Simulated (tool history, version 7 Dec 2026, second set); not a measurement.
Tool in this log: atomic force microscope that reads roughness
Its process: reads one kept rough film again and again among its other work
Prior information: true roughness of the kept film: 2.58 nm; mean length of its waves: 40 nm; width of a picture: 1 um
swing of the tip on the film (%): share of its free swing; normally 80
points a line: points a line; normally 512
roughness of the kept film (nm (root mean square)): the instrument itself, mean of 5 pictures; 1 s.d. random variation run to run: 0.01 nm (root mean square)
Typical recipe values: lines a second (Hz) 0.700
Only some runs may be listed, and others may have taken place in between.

| run | hour | lines a second (Hz) | swing of the tip on the film (%) | points a line | roughness of the kept film (nm (root mean square)) |
|---|---|---|---|---|---|
| 1 | 0.0 | 0.700 | 80 | 512 | 2.068 |
| 2 | 7.7 | 0.700 | 80 | 512 | 2.059 |
| 3 | 19.8 | 0.700 | 80 | 512 | 2.030 |
|  | 24.0 | new tip fitted |
| 4 | 29.7 | 0.700 | 80 | 512 | 2.308 |
| 5 | 42.6 | 0.700 | 58 | 512 | 2.392 |
| 6 | 49.7 | 0.700 | 58 | 512 | 2.367 |
| 7 | 60.9 | 0.700 | 80 | 512 | 2.239 |
| 8 | 70.9 | 0.700 | 80 | 512 | 2.198 |
| 9 | 83.6 | 0.700 | 80 | 512 | 2.176 |
| 10 | 94.2 | 0.700 | 81 | 512 | 2.159 |
| 11 | 102.8 | 0.700 | 81 | 512 | 2.116 |
| 12 | 108.9 | 1.323 | 81 | 512 | 2.001 |
| 13 | 120.3 | 1.323 | 81 | 512 | 1.963 |
| 14 | 128.1 | 0.700 | 58 | 512 | 2.174 |
| 15 | 134.5 | 0.700 | 58 | 512 | 2.138 |
| 16 | 140.9 | 0.923 | 80 | 512 | 1.984 |
|  | 152.0 | new tip fitted |
| 17 | 152.6 | 3.476 | 80 | 512 | 1.881 |
| 18 | 164.5 | 3.476 | 80 | 512 | 1.864 |
| 19 | 178.6 | 3.476 | 80 | 512 | 1.832 |
| 20 | 189.9 | 0.700 | 73 | 512 | 2.257 |
| 21 | 198.6 | 0.700 | 73 | 512 | 2.228 |
| 22 | 209.5 | 0.700 | 73 | 924 | 2.205 |
| 23 | 217.8 | 0.700 | 80 | 302 | 2.137 |
| 24 | 224.6 | 0.700 | 80 | 302 | 2.119 |
| 25 | 230.7 | 3.770 | 85 | 512 | 1.576 |
| 26 | 244.8 | 3.770 | 85 | 512 | 1.556 |
| 27 | 255.4 | 0.700 | 58 | 512 | 2.156 |
| 28 | 268.4 | 0.509 | 58 | 447 | 2.133 |
| 29 | 276.7 | 3.632 | 74 | 819 | 1.725 |
|  | 280.6 | new tip fitted |
| 30 | 287.7 | 3.632 | 74 | 819 | 1.960 |
| 31 | 296.3 | 3.632 | 74 | 819 | 1.952 |
| 32 | 303.2 | 0.713 | 82 | 921 | 2.255 |
| 33 | 317.0 | 0.713 | 82 | 921 | 2.211 |
| 34 | 329.1 | 0.713 | 82 | 921 | 2.177 |
| 35 | 343.6 | 1.910 | 82 | 921 | 1.932 |
| 36 | 356.8 | 3.339 | 82 | 921 | 1.692 |
| 37 | 369.2 | 2.795 | 64 | 802 | 2.019 |
| 38 | 378.9 | 2.795 | 64 | 802 | 1.994 |
| 39 | 386.0 | 1.019 | 87 | 416 | 1.930 |
| 40 | 396.5 | 0.955 | 66 | 416 | 2.075 |
| 41 | 404.6 | 0.955 | 88 | 780 | 1.908 |
|  | 409.4 | new tip fitted |
| 42 | 411.1 | 3.772 | 72 | 512 | 2.029 |
| 43 | 420.5 | 3.772 | 72 | 512 | 2.017 |
| 44 | 430.2 | 0.700 | 80 | 285 | 2.266 |
| 45 | 438.1 | 0.700 | 65 | 356 | 2.353 |
| 46 | 446.5 | 0.700 | 65 | 356 | 2.313 |
| 47 | 460.0 | 0.700 | 64 | 889 | 2.302 |

Subtracting, for every run, the result it would have given without the tool's unlogged condition from the measured result gives the following. The same run-to-run variation enters both numbers; the gauge's scatter may not:
Unlogged tool condition in this case: radius of the tip, nm; height scale over the true one, %; drift of the gauge itself on roughness_nm, %.
| run | roughness of the kept film (nm (root mean square)) |
|---|---|
| 1 | -0.241 |
| 2 | -0.259 |
| 3 | -0.285 |
| 4 | -0.003 |
| 5 | -0.041 |
| 6 | -0.058 |
| 7 | -0.089 |
| 8 | -0.113 |
| 9 | -0.147 |
| 10 | -0.171 |
| 11 | -0.192 |
| 12 | -0.196 |
| 13 | -0.219 |
| 14 | -0.260 |
| 15 | -0.274 |
| 16 | -0.270 |
| 17 | +0.006 |
| 18 | -0.022 |
| 19 | -0.055 |
| 20 | -0.099 |
| 21 | -0.120 |
| 22 | -0.149 |
| 23 | -0.167 |
| 24 | -0.183 |
| 25 | -0.150 |
| 26 | -0.175 |
| 27 | -0.270 |
| 28 | -0.300 |
| 29 | -0.260 |
| 30 | -0.013 |
| 31 | -0.032 |
| 32 | -0.053 |
| 33 | -0.092 |
| 34 | -0.122 |
| 35 | -0.141 |
| 36 | -0.152 |
| 37 | -0.211 |
| 38 | -0.230 |
| 39 | -0.240 |
| 40 | -0.284 |
| 41 | -0.279 |
| 42 | +0.016 |
| 43 | -0.007 |
| 44 | -0.035 |
| 45 | -0.059 |
| 46 | -0.083 |
| 47 | -0.116 |
